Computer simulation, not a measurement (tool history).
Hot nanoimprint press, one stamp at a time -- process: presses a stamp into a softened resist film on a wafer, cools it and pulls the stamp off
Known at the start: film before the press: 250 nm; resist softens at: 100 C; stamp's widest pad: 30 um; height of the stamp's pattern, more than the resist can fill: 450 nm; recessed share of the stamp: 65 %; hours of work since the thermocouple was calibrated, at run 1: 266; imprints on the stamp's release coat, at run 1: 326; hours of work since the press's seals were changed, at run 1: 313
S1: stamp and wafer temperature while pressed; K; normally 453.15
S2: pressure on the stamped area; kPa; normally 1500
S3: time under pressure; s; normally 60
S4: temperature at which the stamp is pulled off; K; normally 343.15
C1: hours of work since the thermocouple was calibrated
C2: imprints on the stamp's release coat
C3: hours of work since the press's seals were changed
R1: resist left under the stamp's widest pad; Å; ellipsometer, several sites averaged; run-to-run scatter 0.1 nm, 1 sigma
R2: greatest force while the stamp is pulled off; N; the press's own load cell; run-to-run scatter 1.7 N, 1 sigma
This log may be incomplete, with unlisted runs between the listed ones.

| run | hour | S1 | S2 | S3 | S4 | C1 | C2 | C3 | R1 | R2 |
|---|---|---|---|---|---|---|---|---|---|---|
| 1 | 0.0 | 453.15 | 1500 | 60 | 343.15 | 266 | 326 | 313 | 984 | 141 |
| 2 | 11.5 | 453.15 | 1500 | 60 | 343.15 | 274 | 369 | 322 | 983 | 147 |
| 3 | 23.4 | 453.15 | 1500 | 60 | 343.15 | 283 | 415 | 330 | 984 | 147 |
| 4 | 32.6 | 453.15 | 1500 | 60 | 343.15 | 289 | 450 | 337 | 985 | 150 |
| 5 | 43.3 | 453.15 | 1500 | 60 | 343.15 | 297 | 490 | 345 | 987 | 151 |
| 6 | 56.6 | 453.15 | 1500 | 60 | 343.15 | 307 | 541 | 354 | 986 | 154 |
|  | 75.0 | plate thermocouple calibrated |
| 7 | 76.1 | 453.15 | 1500 | 40 | 343.15 | 1 | 604 | 366 | 1154 | 158 |
| 8 | 85.8 | 453.15 | 1500 | 60 | 343.15 | 8 | 641 | 373 | 998 | 161 |
| 9 | 99.9 | 453.15 | 1500 | 117 | 343.15 | 18 | 694 | 384 | 780 | 160 |
|  | 108.0 | stamp cleaned and given a new release coat |
| 10 | 117.2 | 453.15 | 1500 | 117 | 343.15 | 26 | 35 | 392 | 780 | 132 |
| 11 | 124.7 | 453.15 | 1500 | 85 | 343.15 | 32 | 64 | 397 | 881 | 126 |
| 12 | 134.9 | 453.15 | 1500 | 85 | 343.15 | 39 | 103 | 405 | 884 | 131 |
|  | 141.5 | plate thermocouple calibrated, once more |
| 13 | 145.7 | 453.15 | 1500 | 60 | 343.15 | 3 | 132 | 410 | 970 | 129 |
| 14 | 154.3 | 452.15 | 1450 | 60 | 343.15 | 9 | 165 | 416 | 1021 | 132 |
| 15 | 166.0 | 460.15 | 1450 | 60 | 334.15 | 18 | 209 | 425 | 801 | 150 |
| 16 | 182.5 | 460.15 | 2380 | 39 | 334.15 | 30 | 272 | 437 | 720 | 155 |
| 17 | 190.5 | 453.15 | 2180 | 60 | 336.15 | 35 | 303 | 443 | 794 | 157 |
| 18 | 199.5 | 460.15 | 2180 | 113 | 348.15 | 42 | 337 | 449 | 498 | 133 |
| 19 | 213.2 | 460.15 | 2180 | 113 | 348.15 | 52 | 389 | 459 | 499 | 134 |

Run 20 has not been measured yet. What should we expect?
| 20 | 226.5 | 453.15 | 1280 | 39 | 351.15 | 62 | 440 | 469 | ? | ? |

For run 20 the tool returned R1 1228 Å, R2 129 N.
Without the tool's hidden state the same run would have given R1 1210 Å, R2 109 N.
